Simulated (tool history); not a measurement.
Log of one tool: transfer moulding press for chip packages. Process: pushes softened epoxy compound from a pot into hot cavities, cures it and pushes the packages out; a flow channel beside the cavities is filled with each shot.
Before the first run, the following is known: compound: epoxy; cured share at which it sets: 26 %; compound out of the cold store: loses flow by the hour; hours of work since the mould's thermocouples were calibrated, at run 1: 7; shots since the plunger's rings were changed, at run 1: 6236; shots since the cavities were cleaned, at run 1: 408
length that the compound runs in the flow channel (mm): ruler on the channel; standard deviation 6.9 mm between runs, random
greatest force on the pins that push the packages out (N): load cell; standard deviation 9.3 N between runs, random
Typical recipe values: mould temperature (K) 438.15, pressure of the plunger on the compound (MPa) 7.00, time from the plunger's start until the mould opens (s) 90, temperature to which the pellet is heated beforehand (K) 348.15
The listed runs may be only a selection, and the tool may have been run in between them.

run	hour	mould temperature (K)	pressure of the plunger on the compound (MPa)	time from the plunger's start until the mould opens (s)	temperature to which the pellet is heated beforehand (K)	hours of work since the mould's thermocouples were calibrated	shots since the plunger's rings were changed	shots since the cavities were cleaned	incoming compound's hours out of the cold store	length that the compound runs in the flow channel (mm)	greatest force on the pins that push the packages out (N)
1	0.0	438.15	7.00	90	348.15	7	6236	408	19.6	781	616
2	5.5	437.15	7.00	90	348.15	11	6326	498	39.9	713	658
# hour 8.9: plunger's sealing rings changed
3	14.0	443.15	7.00	90	348.15	16	82	594	12.5	871	613
4	24.2	443.15	7.00	90	348.15	23	247	759	25.6	813	640
# hour 28.6: cavities cleaned with cleaning compound and waxed
5	30.1	438.15	7.00	90	348.15	27	319	26	19.1	874	453
6	37.1	438.15	7.00	90	348.15	32	431	138	17.2	868	504
7	45.4	438.15	7.00	90	348.15	38	565	272	11.7	902	577
8	54.0	438.15	7.00	90	348.15	45	705	412	41.4	765	577
9	64.8	438.15	7.00	90	348.15	53	878	585	19.6	856	689
10	69.9	438.15	7.00	90	348.15	57	961	668	35.8	798	678
# hour 79.9: cavities cleaned with cleaning compound and waxed
11	82.2	438.15	7.00	90	348.15	65	1135	37	20.4	853	456
12	86.8	438.15	7.00	90	348.15	69	1210	112	42.2	763	496
13	94.3	438.15	7.00	90	348.15	75	1331	233	12.5	879	557
14	102.9	438.15	7.00	90	348.15	81	1469	371	35.7	773	594
15	112.4	438.15	7.00	90	348.15	88	1622	524	33.2	791	663
16	121.9	438.15	6.03	118	348.15	96	1777	679	14.5	785	615
17	129.0	438.15	6.03	118	348.15	101	1891	793	36.5	710	610
# hour 131.4: cavities cleaned with cleaning compound and waxed
18	137.8	438.15	6.03	118	348.15	107	2008	102	24.5	753	414
19	142.4	438.15	6.03	118	338.15	110	2083	177	38.8	708	451
20	150.5	438.15	6.03	118	338.15	116	2214	308	10.5	813	494
21	160.3	438.15	6.53	90	348.15	124	2372	466	44.4	708	620
22	170.3	438.15	6.53	90	348.15	131	2534	628	22.9	798	674
23	180.6	438.15	6.80	97	351.15	139	2700	794	31.9	772	666
# hour 182.9: cavities cleaned with cleaning compound and waxed
24	190.2	438.15	7.00	82	348.15	146	2832	119	28.4	793	581
25	198.2	438.15	6.04	123	348.15	152	2960	247	33.6	717	486
26	205.4	438.15	6.04	123	348.15	157	3077	364	13.0	789	501
27	216.0	438.15	6.04	123	348.15	165	3249	536	33.3	705	577
28	226.0	436.15	6.04	123	348.15	173	3410	697	32.6	719	611
# hour 234.1: cavities cleaned with cleaning compound and waxed
29	238.0	430.15	6.62	90	348.15	181	3580	64	37.1	745	709
30	246.6	430.15	6.90	130	353.15	187	3718	202	23.9	813	494

Take each entry between the runs: how does the hidden state at the last listed run before it differ from the hidden state at the first listed run after it?
Logged between run 2 and run 3: plunger's sealing rings changed (hour 8.9)
  pressure that reaches the compound, % of what is set: 80.8 -> 99.51; grip of the stained cavities, % over clean ones': 54 -> 60
  the result without the hidden state subtracted from the measured one, length that the compound runs in the flow channel (mm): -80 -> -2; greatest force on the pins that push the packages out (N): +231 -> +230
Logged between run 4 and run 5: cavities cleaned with cleaning compound and waxed (hour 28.6)
  pressure that reaches the compound, % of what is set: 99 -> 98.76; grip of the stained cavities, % over clean ones': 68.9 -> 4.5
  the result without the hidden state subtracted from the measured one, length that the compound runs in the flow channel (mm): -5 -> -6; greatest force on the pins that push the packages out (N): +260 -> +17
Logged between run 10 and run 11: cavities cleaned with cleaning compound and waxed (hour 79.9)
  true mould temperature over the reading, C: 0.12 -> 0.11; pressure that reaches the compound, % of what is set: 96.73 -> 96.22; grip of the stained cavities, % over clean ones': 60.6 -> 7.9
  the result without the hidden state subtracted from the measured one, length that the compound runs in the flow channel (mm): -14 -> -17; greatest force on the pins that push the packages out (N): +253 -> +32
Logged between run 17 and run 18: cavities cleaned with cleaning compound and waxed (hour 131.4)
  pressure that reaches the compound, % of what is set: 93.99 -> 93.62; grip of the stained cavities, % over clean ones': 68.7 -> 13
  the result without the hidden state subtracted from the measured one, length that the compound runs in the flow channel (mm): -22 -> -26; greatest force on the pins that push the packages out (N): +248 -> +48
Logged between run 23 and run 24: cavities cleaned with cleaning compound and waxed (hour 182.9)
  pressure that reaches the compound, % of what is set: 91.51 -> 91.1; grip of the stained cavities, % over clean ones': 68.3 -> 15
  the result without the hidden state subtracted from the measured one, length that the compound runs in the flow channel (mm): -36 -> -39; greatest force on the pins that push the packages out (N): +270 -> +74
Logged between run 28 and run 29: cavities cleaned with cleaning compound and waxed (hour 234.1)
  pressure that reaches the compound, % of what is set: 89.35 -> 88.79; grip of the stained cavities, % over clean ones': 62.6 -> 10.1
  the result without the hidden state subtracted from the measured one, length that the compound runs in the flow channel (mm): -42 -> -46; greatest force on the pins that push the packages out (N): +236 -> +64
